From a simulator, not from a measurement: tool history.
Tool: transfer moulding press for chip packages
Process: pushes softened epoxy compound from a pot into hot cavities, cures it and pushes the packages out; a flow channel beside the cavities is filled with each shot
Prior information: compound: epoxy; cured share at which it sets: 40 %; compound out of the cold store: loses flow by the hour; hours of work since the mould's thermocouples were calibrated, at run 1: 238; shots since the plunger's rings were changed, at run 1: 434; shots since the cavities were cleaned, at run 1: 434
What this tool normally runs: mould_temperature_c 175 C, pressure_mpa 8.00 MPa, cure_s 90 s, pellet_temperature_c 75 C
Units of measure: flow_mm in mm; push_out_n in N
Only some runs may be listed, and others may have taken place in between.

run	day	mould_temperature_c	pressure_mpa	cure_s	pellet_temperature_c	hours of work since the mould's thermocouples were calibrated	shots since the plunger's rings were changed	shots since the cavities were cleaned	incoming compound's hours out of the cold store	flow_mm	push_out_n
1	0.000	175	8.00	90	75	238	434	434	21.8	969	867
2	0.367	180	8.00	90	75	242	513	513	43.7	852	712
3	0.854	175	8.00	127	75	247	619	619	43.0	859	676
4	1.479	175	8.00	127	75	254	755	755	46.3	871	700
# day 1.708: cavities cleaned with cleaning compound and waxed
5	1.967	175	8.00	127	75	258	847	57	20.3	946	496
6	2.550	175	8.00	90	75	265	973	183	38.8	891	740
7	3.062	175	8.00	90	75	270	1084	294	15.5	970	849
8	3.633	175	6.82	90	75	276	1209	419	26.5	850	862
9	4.254	175	8.00	90	75	283	1342	552	29.1	915	918
10	4.967	175	8.00	118	75	291	1497	707	35.6	888	751
# day 5.400: cavities cleaned with cleaning compound and waxed
11	5.488	175	8.00	90	78	296	1596	19	33.3	902	636
12	6.254	175	8.00	90	78	304	1762	185	21.1	938	801
13	6.858	175	8.00	90	78	310	1894	317	46.2	848	775
14	7.325	175	8.00	90	78	315	1995	418	19.9	946	895
15	7.871	182	8.00	88	78	321	2113	536	18.4	923	722
16	8.246	182	8.00	103	67	325	2195	618	36.1	865	677
17	8.771	170	8.00	90	75	331	2309	732	36.1	889	1376
# day 9.133: cavities cleaned with cleaning compound and waxed
18	9.208	175	8.53	90	72	335	2390	16	16.8	988	640
19	9.946	175	8.61	75	72	343	2550	176	15.8	993	1296
20	10.625	173	8.61	75	72	350	2697	323	24.2	975	1554
21	11.088	173	8.61	75	72	355	2797	423	11.7	1022	1723
22	11.662	173	8.61	75	72	361	2922	548	25.7	958	1734
23	12.408	173	8.61	75	70	369	3084	710	23.4	972	1860
# day 12.850: cavities cleaned with cleaning compound and waxed
24	12.917	176	7.70	75	83	374	3181	15	44.9	833	832
25	13.529	178	9.93	125	69	381	3313	147	26.2	1001	513
26	14.267	174	9.93	125	70	389	3473	307	24.9	1044	619
27	14.950	174	9.47	129	75	396	3621	455	15.1	1053	646
28	15.596	180	7.53	123	67	403	3761	595	36.2	834	671

Table of differences, measured result less the result of that run with no hidden state. Run-to-run variation is the same in both. Gauge scatter possibly is not:
The hidden state here: true mould temperature over the reading, C; pressure that reaches the compound, % of what is set; grip of the stained cavities, % over clean ones'; drift of the gauge itself on flow_mm, %; drift of the gauge itself on push_out_n, %.
run	flow_mm	push_out_n
1	-5	+237
2	-5	+221
3	-6	+238
4	-6	+262
5	-8	+42
6	-9	+124
7	-10	+197
8	-10	+245
9	-11	+299
10	-11	+281
11	-12	+10
12	-14	+138
13	-13	+191
14	-15	+252
15	-16	+240
16	-15	+244
17	-16	+482
18	-19	-4
19	-21	+189
20	-21	+369
21	-23	+477
22	-22	+543
23	-24	+646
24	-22	-16
25	-27	+82
26	-29	+156
27	-30	+203
28	-24	+237
